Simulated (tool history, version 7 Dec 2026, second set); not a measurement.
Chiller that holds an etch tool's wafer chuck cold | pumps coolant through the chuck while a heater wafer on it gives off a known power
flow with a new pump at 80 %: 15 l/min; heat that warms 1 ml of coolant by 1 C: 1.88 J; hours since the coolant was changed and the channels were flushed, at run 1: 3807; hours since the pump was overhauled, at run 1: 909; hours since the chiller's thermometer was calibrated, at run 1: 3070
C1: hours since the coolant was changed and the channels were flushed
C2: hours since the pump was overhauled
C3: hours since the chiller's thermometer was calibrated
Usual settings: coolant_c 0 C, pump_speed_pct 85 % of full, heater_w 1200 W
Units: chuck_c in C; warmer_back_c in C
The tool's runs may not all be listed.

run 1 hour=0 | coolant_c=0 pump_speed_pct=85 heater_w=1200 | C1=3807 C2=909 C3=3070 | chuck_c=13.4 warmer_back_c=2.4
run 2 hour=50.9 | coolant_c=0 pump_speed_pct=85 heater_w=1200 | C1=3858 C2=960 C3=3121 | chuck_c=13.5 warmer_back_c=2.42
run 3 hour=82.2 | coolant_c=0 pump_speed_pct=85 heater_w=1200 | C1=3889 C2=991 C3=3152 | chuck_c=13.3 warmer_back_c=2.42
run 4 hour=139.8 | coolant_c=0 pump_speed_pct=85 heater_w=1200 | C1=3947 C2=1049 C3=3210 | chuck_c=13.2 warmer_back_c=2.44
run 5 hour=175.1 | coolant_c=0 pump_speed_pct=85 heater_w=1200 | C1=3982 C2=1084 C3=3245 | chuck_c=13.4 warmer_back_c=2.46
run 6 hour=219.8 | coolant_c=2 pump_speed_pct=85 heater_w=1200 | C1=4027 C2=1129 C3=3290 | chuck_c=15.5 warmer_back_c=2.53
run 7 hour=262.7 | coolant_c=2 pump_speed_pct=85 heater_w=1200 | C1=4070 C2=1172 C3=3333 | chuck_c=15.6 warmer_back_c=2.48
run 8 hour=314.3 | coolant_c=2 pump_speed_pct=85 heater_w=1200 | C1=4121 C2=1223 C3=3384 | chuck_c=15.3 warmer_back_c=2.53
run 9 hour=364.6 | coolant_c=0 pump_speed_pct=85 heater_w=1200 | C1=4172 C2=1273 C3=3435 | chuck_c=13.4 warmer_back_c=2.54
run 10 hour=409.5 | coolant_c=0 pump_speed_pct=85 heater_w=1681 | C1=4216 C2=1318 C3=3480 | chuck_c=18.8 warmer_back_c=3.56
-- hour=418.2 chiller's thermometer calibrated
run 11 hour=469.7 | coolant_c=0 pump_speed_pct=85 heater_w=678 | C1=4276 C2=1378 C3=51 | chuck_c=7.8 warmer_back_c=1.61
run 12 hour=500.3 | coolant_c=0 pump_speed_pct=85 heater_w=678 | C1=4306 C2=1408 C3=82 | chuck_c=7.5 warmer_back_c=1.62
run 13 hour=557 | coolant_c=0 pump_speed_pct=85 heater_w=678 | C1=4363 C2=1465 C3=139 | chuck_c=7.8 warmer_back_c=1.62
run 14 hour=599.9 | coolant_c=0 pump_speed_pct=85 heater_w=678 | C1=4406 C2=1508 C3=182 | chuck_c=7.5 warmer_back_c=1.62
run 15 hour=642.5 | coolant_c=0 pump_speed_pct=85 heater_w=678 | C1=4448 C2=1550 C3=224 | chuck_c=7.6 warmer_back_c=1.7
run 16 hour=675.8 | coolant_c=0 pump_speed_pct=85 heater_w=678 | C1=4482 C2=1584 C3=258 | chuck_c=7.5 warmer_back_c=1.65
-- hour=698.9 gauge calibrated
run 17 hour=733.7 | coolant_c=6 pump_speed_pct=77 heater_w=1226 | C1=4540 C2=1642 C3=315 | chuck_c=20.7 warmer_back_c=2.72
run 18 hour=777.4 | coolant_c=-5 pump_speed_pct=88 heater_w=1226 | C1=4583 C2=1685 C3=359 | chuck_c=8.6 warmer_back_c=2.42
run 19 hour=811.6 | coolant_c=-6 pump_speed_pct=64 heater_w=1200 | C1=4618 C2=1719 C3=393 | chuck_c=10 warmer_back_c=3.35
run 20 hour=842.6 | coolant_c=0 pump_speed_pct=93 heater_w=1065 | C1=4649 C2=1750 C3=424 | chuck_c=11.3 warmer_back_c=2.01
run 21 hour=878.1 | coolant_c=9 pump_speed_pct=65 heater_w=1725 | C1=4684 C2=1786 C3=460 | chuck_c=31.6 warmer_back_c=4.6

Forecast run 22:
run 22 hour=913.2 | coolant_c=9 pump_speed_pct=65 heater_w=1725 | C1=4719 C2=1821 C3=495 | chuck_c=? warmer_back_c=?

Run 22 gave chuck_c 31.5 C, warmer_back_c 4.76 C.
Without the tool's hidden state the same run would have given chuck_c 31.5 C, warmer_back_c 4.66 C.

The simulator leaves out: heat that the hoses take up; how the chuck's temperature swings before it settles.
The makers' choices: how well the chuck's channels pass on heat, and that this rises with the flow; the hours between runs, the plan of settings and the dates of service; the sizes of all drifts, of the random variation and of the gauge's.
